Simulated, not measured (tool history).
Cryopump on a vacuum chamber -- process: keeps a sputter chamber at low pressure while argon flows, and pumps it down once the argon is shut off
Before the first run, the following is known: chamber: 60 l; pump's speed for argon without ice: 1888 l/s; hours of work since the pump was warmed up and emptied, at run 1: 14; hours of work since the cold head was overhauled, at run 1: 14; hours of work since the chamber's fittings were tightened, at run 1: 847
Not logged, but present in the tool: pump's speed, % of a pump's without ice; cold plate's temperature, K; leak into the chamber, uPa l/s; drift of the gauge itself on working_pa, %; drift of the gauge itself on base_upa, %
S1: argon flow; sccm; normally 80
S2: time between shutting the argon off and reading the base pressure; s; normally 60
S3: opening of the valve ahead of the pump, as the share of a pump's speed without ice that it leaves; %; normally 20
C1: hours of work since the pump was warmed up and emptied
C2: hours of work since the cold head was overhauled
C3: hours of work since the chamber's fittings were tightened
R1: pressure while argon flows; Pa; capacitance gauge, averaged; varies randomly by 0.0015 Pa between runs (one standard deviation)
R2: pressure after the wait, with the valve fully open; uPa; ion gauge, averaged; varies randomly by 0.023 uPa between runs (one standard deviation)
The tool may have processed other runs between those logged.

run,hour,S1,S2,S3,C1,C2,C3,R1,R2
1,0.0,80,60,20,14,14,847,0.3580,2.01
2,18.5,80,148,20,30,30,863,0.3597,1.80
3,39.8,80,60,20,48,48,881,0.3584,2.11
4,56.6,57,60,20,63,63,896,0.2571,2.14
5,86.1,57,60,20,88,88,921,0.2586,2.19
6,101.2,57,60,20,101,101,934,0.2555,2.27
7,116.2,57,60,20,114,114,947,0.2560,2.26
8,134.5,80,60,50,129,129,962,0.1458,2.32
9,150.9,80,60,20,143,143,976,0.3611,2.28
10,173.8,37,60,20,163,163,996,0.1672,2.35
11,200.3,37,60,20,186,186,1019,0.1670,2.46
12,219.1,37,60,20,202,202,1035,0.1678,2.41
13,237.9,37,60,20,218,218,1051,0.1673,2.50
14,261.8,86,60,58,238,238,1071,0.1367,2.38
15,283.3,67,221,20,257,257,1090,0.3052,2.13
16,315.0,45,99,20,284,284,1117,0.2058,2.43
17,331.0,69,135,46,297,297,1131,0.1389,2.26
18,358.9,39,299,46,321,321,1154,0.0795,2.24
19,381.0,135,76,20,340,340,1173,0.6156,2.62
20,396.6,145,23,33,354,354,1187,0.4084,3.65
# hour 419.7: leaking fittings of the chamber tightened, without venting
21,426.3,145,23,33,377,377,6,0.4074,1.80
22,456.6,145,23,33,403,403,32,0.4098,1.84
23,483.9,145,31,26,427,427,55,0.5169,1.45
24,501.8,145,31,26,442,442,70,0.5178,1.46
25,533.1,57,60,46,469,469,97,0.1176,1.02
26,551.7,95,32,35,485,485,113,0.2570,1.53

Here are 3 independent what-if runs from the current tool condition. What would each one return?
A,582.9,95,52,33,511,511,140,?,?
B,582.9,50,155,39,511,511,140,?,?
C,582.9,86,60,19,511,511,140,?,?

run,R1,R2
A,0.2692,1.15
B,0.1204,0.67
C,0.4158,1.06
What these runs would have given with no unlogged condition in the tool:
run,R1,R2
A,0.2566,0.86
B,0.1138,0.38
C,0.4044,0.76
